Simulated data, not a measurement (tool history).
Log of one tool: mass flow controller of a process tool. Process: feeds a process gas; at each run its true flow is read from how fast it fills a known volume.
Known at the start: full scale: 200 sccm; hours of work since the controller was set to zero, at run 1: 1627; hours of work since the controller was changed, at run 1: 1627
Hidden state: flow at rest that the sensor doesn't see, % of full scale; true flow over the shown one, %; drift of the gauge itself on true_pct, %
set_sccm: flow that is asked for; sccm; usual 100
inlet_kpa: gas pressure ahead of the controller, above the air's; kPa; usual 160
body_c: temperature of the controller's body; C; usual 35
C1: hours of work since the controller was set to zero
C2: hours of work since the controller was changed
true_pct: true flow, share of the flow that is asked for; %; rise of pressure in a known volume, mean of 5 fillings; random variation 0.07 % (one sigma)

{"run": 1, "hour": 0.0, "set_sccm": 100, "inlet_kpa": 160, "body_c": 35, "C1": 1627, "C2": 1627, "true_pct": 98.12}
{"run": 2, "hour": 53.2, "set_sccm": 100, "inlet_kpa": 160, "body_c": 35, "C1": 1670, "C2": 1670, "true_pct": 98.16}
{"run": 3, "hour": 118.1, "set_sccm": 100, "inlet_kpa": 160, "body_c": 35, "C1": 1721, "C2": 1721, "true_pct": 98.24}
{"run": 4, "hour": 191.8, "set_sccm": 100, "inlet_kpa": 160, "body_c": 35, "C1": 1780, "C2": 1780, "true_pct": 98.13}
{"run": 5, "hour": 234.1, "set_sccm": 100, "inlet_kpa": 180, "body_c": 35, "C1": 1814, "C2": 1814, "true_pct": 97.98}
{"run": 6, "hour": 287.3, "set_sccm": 100, "inlet_kpa": 180, "body_c": 35, "C1": 1856, "C2": 1856, "true_pct": 97.96}
{"run": 7, "hour": 342.0, "set_sccm": 100, "inlet_kpa": 180, "body_c": 35, "C1": 1900, "C2": 1900, "true_pct": 97.81}
{"run": 8, "hour": 388.7, "set_sccm": 100, "inlet_kpa": 180, "body_c": 35, "C1": 1937, "C2": 1937, "true_pct": 97.77}
{"run": 9, "hour": 474.9, "set_sccm": 100, "inlet_kpa": 160, "body_c": 35, "C1": 2005, "C2": 2005, "true_pct": 97.93}
{"run": 10, "hour": 549.2, "set_sccm": 100, "inlet_kpa": 160, "body_c": 35, "C1": 2065, "C2": 2065, "true_pct": 97.92}
{"run": 11, "hour": 633.7, "set_sccm": 100, "inlet_kpa": 218, "body_c": 35, "C1": 2132, "C2": 2132, "true_pct": 97.53}
{"run": 12, "hour": 702.6, "set_sccm": 100, "inlet_kpa": 265, "body_c": 35, "C1": 2187, "C2": 2187, "true_pct": 97.03}
{"run": 13, "hour": 744.5, "set_sccm": 100, "inlet_kpa": 167, "body_c": 35, "C1": 2220, "C2": 2220, "true_pct": 97.88}
{"run": 14, "hour": 815.1, "set_sccm": 100, "inlet_kpa": 160, "body_c": 35, "C1": 2276, "C2": 2276, "true_pct": 97.95}
{"run": 15, "hour": 876.5, "set_sccm": 85, "inlet_kpa": 199, "body_c": 28, "C1": 2325, "C2": 2325, "true_pct": 98.0}
{"hour": 883.5, "done": "controller's zero set anew"}
{"run": 16, "hour": 951.2, "set_sccm": 95, "inlet_kpa": 146, "body_c": 30, "C1": 54, "C2": 2384, "true_pct": 97.98}
{"run": 17, "hour": 1040.2, "set_sccm": 95, "inlet_kpa": 146, "body_c": 30, "C1": 125, "C2": 2455, "true_pct": 98.12}
{"run": 18, "hour": 1137.7, "set_sccm": 95, "inlet_kpa": 146, "body_c": 30, "C1": 202, "C2": 2533, "true_pct": 97.87}
{"run": 19, "hour": 1214.3, "set_sccm": 100, "inlet_kpa": 160, "body_c": 25, "C1": 264, "C2": 2594, "true_pct": 98.39}
{"hour": 1259.3, "done": "controller's zero set anew, once more"}
{"run": 20, "hour": 1260.8, "set_sccm": 23, "inlet_kpa": 151, "body_c": 28, "C1": 1, "C2": 2631, "true_pct": 98.98}
{"run": 21, "hour": 1340.4, "set_sccm": 100, "inlet_kpa": 160, "body_c": 23, "C1": 65, "C2": 2694, "true_pct": 99.59}
{"run": 22, "hour": 1412.6, "set_sccm": 151, "inlet_kpa": 213, "body_c": 28, "C1": 122, "C2": 2752, "true_pct": 99.06}
{"run": 23, "hour": 1478.0, "set_sccm": 151, "inlet_kpa": 213, "body_c": 28, "C1": 174, "C2": 2804, "true_pct": 99.0}
{"run": 24, "hour": 1548.1, "set_sccm": 31, "inlet_kpa": 146, "body_c": 35, "C1": 230, "C2": 2860, "true_pct": 98.2}
{"run": 25, "hour": 1607.6, "set_sccm": 90, "inlet_kpa": 170, "body_c": 29, "C1": 278, "C2": 2907, "true_pct": 98.91}
{"run": 26, "hour": 1656.7, "set_sccm": 90, "inlet_kpa": 170, "body_c": 29, "C1": 317, "C2": 2946, "true_pct": 98.87}
{"run": 27, "hour": 1744.0, "set_sccm": 90, "inlet_kpa": 170, "body_c": 29, "C1": 386, "C2": 3016, "true_pct": 98.7}
{"run": 28, "hour": 1794.7, "set_sccm": 90, "inlet_kpa": 250, "body_c": 24, "C1": 427, "C2": 3056, "true_pct": 98.92}

How the hidden state differs across the entries between the runs, from the last listed run before each to the first after it:
Between runs 15 and 16: controller's zero set anew (hour 883.5)
  flow at rest that the sensor doesn't see, % of full scale: -0.444 -> -0.587; true flow over the shown one, %: -0.31 -> -0.32
  measured less the result without the state, true_pct: -1.36 -> -1.55 %
Between runs 19 and 20: controller's zero set anew, once more (hour 1259.3)
  flow at rest that the sensor doesn't see, % of full scale: -0.622 -> -0.02
  measured less the result without the state, true_pct: -1.59 -> -0.52 %

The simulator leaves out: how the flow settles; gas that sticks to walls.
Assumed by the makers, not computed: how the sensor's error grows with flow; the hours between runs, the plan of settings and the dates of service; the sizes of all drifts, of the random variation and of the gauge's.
